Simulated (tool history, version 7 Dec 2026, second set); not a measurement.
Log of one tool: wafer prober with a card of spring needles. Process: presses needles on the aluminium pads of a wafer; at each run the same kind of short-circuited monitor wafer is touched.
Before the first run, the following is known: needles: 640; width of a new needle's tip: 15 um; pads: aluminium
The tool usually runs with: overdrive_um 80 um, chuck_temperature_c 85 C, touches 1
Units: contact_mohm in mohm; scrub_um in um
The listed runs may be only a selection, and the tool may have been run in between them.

{"run": 1, "hour": 0.0, "overdrive_um": 80, "chuck_temperature_c": 85, "touches": 1, "contact_mohm": 161, "scrub_um": 17.57}
{"hour": 4.8, "done": "tips cleaned on abrasive film"}
{"hour": 12.8, "done": "tips cleaned on abrasive film"}
{"hour": 20.8, "done": "tips cleaned on abrasive film"}
{"hour": 28.8, "done": "tips cleaned on abrasive film"}
{"hour": 36.7, "done": "tips cleaned on abrasive film"}
{"run": 2, "hour": 37.1, "overdrive_um": 80, "chuck_temperature_c": 85, "touches": 1, "contact_mohm": 160, "scrub_um": 17.92}
{"hour": 43.5, "done": "tips cleaned on abrasive film"}
{"hour": 51.5, "done": "tips cleaned on abrasive film"}
{"hour": 57.9, "done": "tips cleaned on abrasive film"}
{"hour": 64.3, "done": "tips cleaned on abrasive film"}
{"hour": 72.3, "done": "tips cleaned on abrasive film"}
{"hour": 78.7, "done": "tips cleaned on abrasive film"}
{"hour": 86.6, "done": "tips cleaned on abrasive film"}
{"hour": 93.8, "done": "tips cleaned on abrasive film"}
{"run": 3, "hour": 93.8, "overdrive_um": 80, "chuck_temperature_c": 26, "touches": 1, "contact_mohm": 151, "scrub_um": 17.86}
{"hour": 101.8, "done": "tips cleaned on abrasive film"}
{"hour": 108.2, "done": "tips cleaned on abrasive film"}
{"hour": 114.6, "done": "tips cleaned on abrasive film"}
{"hour": 122.5, "done": "tips cleaned on abrasive film"}
{"hour": 130.5, "done": "tips cleaned on abrasive film"}
{"run": 4, "hour": 131.2, "overdrive_um": 80, "chuck_temperature_c": 85, "touches": 1, "contact_mohm": 162, "scrub_um": 17.9}
{"hour": 137.6, "done": "tips cleaned on abrasive film"}
{"hour": 137.9, "done": "height of the first contact set anew"}
{"hour": 144.3, "done": "tips cleaned on abrasive film"}
{"hour": 152.3, "done": "tips cleaned on abrasive film"}
{"hour": 160.3, "done": "tips cleaned on abrasive film"}
{"hour": 168.3, "done": "tips cleaned on abrasive film"}
{"hour": 174.7, "done": "tips cleaned on abrasive film"}
{"hour": 182.6, "done": "tips cleaned on abrasive film"}
{"run": 5, "hour": 183.1, "overdrive_um": 63, "chuck_temperature_c": 85, "touches": 1, "contact_mohm": 167, "scrub_um": 13.99}
{"hour": 189.5, "done": "tips cleaned on abrasive film"}
{"hour": 197.5, "done": "tips cleaned on abrasive film"}
{"hour": 203.9, "done": "tips cleaned on abrasive film"}
{"hour": 210.3, "done": "tips cleaned on abrasive film"}
{"hour": 218.3, "done": "tips cleaned on abrasive film"}
{"hour": 226.3, "done": "tips cleaned on abrasive film"}
{"hour": 234.2, "done": "tips cleaned on abrasive film"}
{"run": 6, "hour": 239.5, "overdrive_um": 80, "chuck_temperature_c": 85, "touches": 1, "contact_mohm": 165, "scrub_um": 17.73}
{"hour": 241.2, "done": "tips cleaned on abrasive film"}
{"hour": 249.2, "done": "tips cleaned on abrasive film"}
{"hour": 257.2, "done": "tips cleaned on abrasive film"}
{"hour": 265.1, "done": "tips cleaned on abrasive film"}
{"hour": 271.5, "done": "tips cleaned on abrasive film"}
{"hour": 277.9, "done": "tips cleaned on abrasive film"}
{"hour": 285.9, "done": "tips cleaned on abrasive film"}
{"hour": 293.9, "done": "tips cleaned on abrasive film"}
{"hour": 300.3, "done": "tips cleaned on abrasive film"}
{"run": 7, "hour": 303.6, "overdrive_um": 80, "chuck_temperature_c": 85, "touches": 1, "contact_mohm": 165, "scrub_um": 18.06}
{"hour": 306.9, "done": "tips cleaned on abrasive film"}
{"hour": 314.9, "done": "tips cleaned on abrasive film"}
{"hour": 321.3, "done": "tips cleaned on abrasive film"}
{"hour": 329.2, "done": "tips cleaned on abrasive film"}
{"hour": 337.2, "done": "tips cleaned on abrasive film"}
{"hour": 345.2, "done": "tips cleaned on abrasive film"}
{"hour": 351.6, "done": "tips cleaned on abrasive film"}
{"hour": 358.0, "done": "tips cleaned on abrasive film"}
{"hour": 366.0, "done": "tips cleaned on abrasive film"}
{"hour": 373.9, "done": "tips cleaned on abrasive film"}
{"run": 8, "hour": 377.3, "overdrive_um": 80, "chuck_temperature_c": 85, "touches": 1, "contact_mohm": 168, "scrub_um": 17.93}
{"hour": 380.5, "done": "tips cleaned on abrasive film"}
{"hour": 386.9, "done": "tips cleaned on abrasive film"}
{"hour": 394.9, "done": "tips cleaned on abrasive film"}
{"hour": 402.8, "done": "tips cleaned on abrasive film"}
{"hour": 410.8, "done": "tips cleaned on abrasive film"}
{"hour": 418.8, "done": "tips cleaned on abrasive film"}
{"hour": 426.8, "done": "tips cleaned on abrasive film"}
{"hour": 434.7, "done": "tips cleaned on abrasive film"}
{"hour": 441.1, "done": "tips cleaned on abrasive film"}
{"hour": 449.1, "done": "tips cleaned on abrasive film"}
{"run": 9, "hour": 451.6, "overdrive_um": 80, "chuck_temperature_c": 85, "touches": 1, "contact_mohm": 165, "scrub_um": 17.7}
{"hour": 456.4, "done": "tips cleaned on abrasive film"}
{"hour": 464.4, "done": "tips cleaned on abrasive film"}
{"hour": 470.8, "done": "tips cleaned on abrasive film"}
{"hour": 478.8, "done": "tips cleaned on abrasive film"}
{"hour": 485.2, "done": "tips cleaned on abrasive film"}
{"hour": 488.6, "done": "height of the first contact set anew"}
{"hour": 493.5, "done": "tips cleaned on abrasive film"}
{"hour": 499.9, "done": "tips cleaned on abrasive film"}
{"hour": 507.8, "done": "tips cleaned on abrasive film"}
{"hour": 514.2, "done": "tips cleaned on abrasive film"}
{"run": 10, "hour": 517.0, "overdrive_um": 80, "chuck_temperature_c": 85, "touches": 1, "contact_mohm": 165, "scrub_um": 18.26}
{"hour": 521.8, "done": "tips cleaned on abrasive film"}
{"hour": 529.8, "done": "tips cleaned on abrasive film"}
{"hour": 537.7, "done": "tips cleaned on abrasive film"}
{"hour": 544.1, "done": "tips cleaned on abrasive film"}
{"hour": 552.1, "done": "tips cleaned on abrasive film"}
{"hour": 560.1, "done": "tips cleaned on abrasive film"}
{"hour": 566.5, "done": "tips cleaned on abrasive film"}
{"hour": 572.9, "done": "tips cleaned on abrasive film"}
{"hour": 579.3, "done": "tips cleaned on abrasive film"}
{"hour": 587.3, "done": "tips cleaned on abrasive film"}
{"hour": 594.3, "done": "tips cleaned on abrasive film"}
{"run": 11, "hour": 594.3, "overdrive_um": 100, "chuck_temperature_c": 103, "touches": 1, "contact_mohm": 164, "scrub_um": 22.34}
{"hour": 602.3, "done": "tips cleaned on abrasive film"}
{"hour": 610.3, "done": "tips cleaned on abrasive film"}
{"hour": 618.3, "done": "tips cleaned on abrasive film"}
{"hour": 626.2, "done": "tips cleaned on abrasive film"}
{"hour": 634.2, "done": "tips cleaned on abrasive film"}
{"hour": 642.2, "done": "tips cleaned on abrasive film"}
{"hour": 648.6, "done": "tips cleaned on abrasive film"}
{"hour": 655.0, "done": "tips cleaned on abrasive film"}
{"run": 12, "hour": 661.3, "overdrive_um": 82, "chuck_temperature_c": 62, "touches": 1, "contact_mohm": 162, "scrub_um": 18.23}
{"hour": 662.9, "done": "tips cleaned on abrasive film"}
{"hour": 669.3, "done": "tips cleaned on abrasive film"}
{"hour": 677.3, "done": "tips cleaned on abrasive film"}
{"hour": 683.7, "done": "tips cleaned on abrasive film"}
{"hour": 691.7, "done": "tips cleaned on abrasive film"}
{"hour": 698.1, "done": "tips cleaned on abrasive film"}
{"hour": 706.1, "done": "tips cleaned on abrasive film"}
{"hour": 712.5, "done": "tips cleaned on abrasive film"}
{"hour": 718.9, "done": "tips cleaned on abrasive film"}
{"hour": 726.8, "done": "tips cleaned on abrasive film"}
{"run": 13, "hour": 728.6, "overdrive_um": 75, "chuck_temperature_c": 60, "touches": 2, "contact_mohm": 161, "scrub_um": 16.52}
{"hour": 733.4, "done": "tips cleaned on abrasive film"}
{"hour": 739.8, "done": "tips cleaned on abrasive film"}
{"hour": 746.2, "done": "tips cleaned on abrasive film"}
{"hour": 754.2, "done": "tips cleaned on abrasive film"}
{"hour": 760.6, "done": "tips cleaned on abrasive film"}
{"hour": 767.0, "done": "tips cleaned on abrasive film"}
{"run": 14, "hour": 769.4, "overdrive_um": 75, "chuck_temperature_c": 60, "touches": 2, "contact_mohm": 159, "scrub_um": 16.73}
{"hour": 774.2, "done": "tips cleaned on abrasive film"}
{"hour": 782.2, "done": "tips cleaned on abrasive film"}
{"hour": 790.2, "done": "tips cleaned on abrasive film"}
{"hour": 798.1, "done": "tips cleaned on abrasive film"}
{"hour": 804.5, "done": "tips cleaned on abrasive film"}
{"run": 15, "hour": 807.2, "overdrive_um": 90, "chuck_temperature_c": 85, "touches": 1, "contact_mohm": 165, "scrub_um": 19.93}
{"hour": 812.0, "done": "tips cleaned on abrasive film"}
{"hour": 818.4, "done": "tips cleaned on abrasive film"}
{"hour": 824.8, "done": "tips cleaned on abrasive film"}
{"hour": 832.8, "done": "tips cleaned on abrasive film"}
{"hour": 839.4, "done": "height of the first contact set anew"}
{"hour": 841.0, "done": "tips cleaned on abrasive film"}
{"hour": 849.0, "done": "tips cleaned on abrasive film"}
{"hour": 857.0, "done": "tips cleaned on abrasive film"}
{"hour": 865.0, "done": "tips cleaned on abrasive film"}
{"run": 16, "hour": 870.7, "overdrive_um": 67, "chuck_temperature_c": 52, "touches": 2, "contact_mohm": 161, "scrub_um": 14.86}
{"hour": 872.4, "done": "tips cleaned on abrasive film"}
{"hour": 878.8, "done": "tips cleaned on abrasive film"}
{"hour": 886.8, "done": "tips cleaned on abrasive film"}
{"hour": 894.8, "done": "tips cleaned on abrasive film"}
{"hour": 901.2, "done": "tips cleaned on abrasive film"}
{"hour": 909.1, "done": "tips cleaned on abrasive film"}
{"hour": 915.5, "done": "tips cleaned on abrasive film"}
{"hour": 923.5, "done": "tips cleaned on abrasive film"}
{"hour": 929.9, "done": "tips cleaned on abrasive film"}
{"run": 17, "hour": 934.4, "overdrive_um": 93, "chuck_temperature_c": 26, "touches": 2, "contact_mohm": 151, "scrub_um": 21.16}
{"hour": 937.7, "done": "tips cleaned on abrasive film"}
{"hour": 944.1, "done": "tips cleaned on abrasive film"}
{"hour": 950.5, "done": "tips cleaned on abrasive film"}
{"hour": 958.4, "done": "tips cleaned on abrasive film"}
{"hour": 964.8, "done": "tips cleaned on abrasive film"}
{"hour": 971.2, "done": "tips cleaned on abrasive film"}
{"hour": 979.2, "done": "tips cleaned on abrasive film"}
{"hour": 987.2, "done": "tips cleaned on abrasive film"}
{"hour": 993.6, "done": "tips cleaned on abrasive film"}
{"hour": 1001.6, "done": "tips cleaned on abrasive film"}
{"hour": 1009.5, "done": "tips cleaned on abrasive film"}
{"hour": 1015.9, "done": "tips cleaned on abrasive film"}
{"run": 18, "hour": 1017.5, "overdrive_um": 93, "chuck_temperature_c": 26, "touches": 2, "contact_mohm": 150, "scrub_um": 20.82}
{"hour": 1023.9, "done": "tips cleaned on abrasive film"}
{"hour": 1035.9, "done": "card fitted with new needles"}
{"hour": 1042.3, "done": "tips cleaned on abrasive film"}
{"hour": 1050.3, "done": "tips cleaned on abrasive film"}
{"hour": 1056.7, "done": "tips cleaned on abrasive film"}
{"hour": 1063.1, "done": "tips cleaned on abrasive film"}
{"hour": 1071.1, "done": "tips cleaned on abrasive film"}
{"hour": 1077.5, "done": "tips cleaned on abrasive film"}
{"hour": 1085.4, "done": "tips cleaned on abrasive film"}
{"hour": 1093.4, "done": "tips cleaned on abrasive film"}
{"hour": 1101.4, "done": "tips cleaned on abrasive film"}
{"hour": 1109.4, "done": "tips cleaned on abrasive film"}
{"hour": 1117.3, "done": "tips cleaned on abrasive film"}
{"run": 19, "hour": 1122.0, "overdrive_um": 60, "chuck_temperature_c": 38, "touches": 2, "contact_mohm": 160, "scrub_um": 13.4}

Branching from run 19: 4 alternative next runs. What would each branch give?
{"hour": 1125.3, "done": "tips cleaned on abrasive film"}
{"hour": 1133.2, "done": "tips cleaned on abrasive film"}
{"hour": 1139.6, "done": "tips cleaned on abrasive film"}
{"hour": 1147.6, "done": "tips cleaned on abrasive film"}
{"hour": 1154.0, "done": "tips cleaned on abrasive film"}
{"hour": 1160.4, "done": "tips cleaned on abrasive film"}
{"hour": 1168.4, "done": "tips cleaned on abrasive film"}
{"run": "A", "hour": 1170.3, "overdrive_um": 80, "chuck_temperature_c": 35, "touches": 1, "contact_mohm": "?", "scrub_um": "?"}
{"hour": 1125.3, "done": "tips cleaned on abrasive film"}
{"hour": 1133.2, "done": "tips cleaned on abrasive film"}
{"hour": 1139.6, "done": "tips cleaned on abrasive film"}
{"hour": 1147.6, "done": "tips cleaned on abrasive film"}
{"hour": 1154.0, "done": "tips cleaned on abrasive film"}
{"hour": 1160.4, "done": "tips cleaned on abrasive film"}
{"hour": 1168.4, "done": "tips cleaned on abrasive film"}
{"run": "B", "hour": 1170.3, "overdrive_um": 60, "chuck_temperature_c": 73, "touches": 2, "contact_mohm": "?", "scrub_um": "?"}
{"hour": 1125.3, "done": "tips cleaned on abrasive film"}
{"hour": 1133.2, "done": "tips cleaned on abrasive film"}
{"hour": 1139.6, "done": "tips cleaned on abrasive film"}
{"hour": 1147.6, "done": "tips cleaned on abrasive film"}
{"hour": 1154.0, "done": "tips cleaned on abrasive film"}
{"hour": 1160.4, "done": "tips cleaned on abrasive film"}
{"hour": 1168.4, "done": "tips cleaned on abrasive film"}
{"run": "C", "hour": 1170.3, "overdrive_um": 82, "chuck_temperature_c": 38, "touches": 2, "contact_mohm": "?", "scrub_um": "?"}
{"hour": 1125.3, "done": "tips cleaned on abrasive film"}
{"hour": 1133.2, "done": "tips cleaned on abrasive film"}
{"hour": 1139.6, "done": "tips cleaned on abrasive film"}
{"hour": 1147.6, "done": "tips cleaned on abrasive film"}
{"hour": 1154.0, "done": "tips cleaned on abrasive film"}
{"hour": 1160.4, "done": "tips cleaned on abrasive film"}
{"hour": 1168.4, "done": "tips cleaned on abrasive film"}
{"run": "D", "hour": 1170.3, "overdrive_um": 62, "chuck_temperature_c": 29, "touches": 1, "contact_mohm": "?", "scrub_um": "?"}

run=A contact_mohm=154 scrub_um=17.33
run=B contact_mohm=167 scrub_um=13.59
run=C contact_mohm=157 scrub_um=18.12
run=D contact_mohm=156 scrub_um=13.94
Had the tool no hidden state, the same runs would have come out as:
run=A contact_mohm=153 scrub_um=17.33
run=B contact_mohm=167 scrub_um=13.6
run=C contact_mohm=157 scrub_um=18.13
run=D contact_mohm=156 scrub_um=13.94

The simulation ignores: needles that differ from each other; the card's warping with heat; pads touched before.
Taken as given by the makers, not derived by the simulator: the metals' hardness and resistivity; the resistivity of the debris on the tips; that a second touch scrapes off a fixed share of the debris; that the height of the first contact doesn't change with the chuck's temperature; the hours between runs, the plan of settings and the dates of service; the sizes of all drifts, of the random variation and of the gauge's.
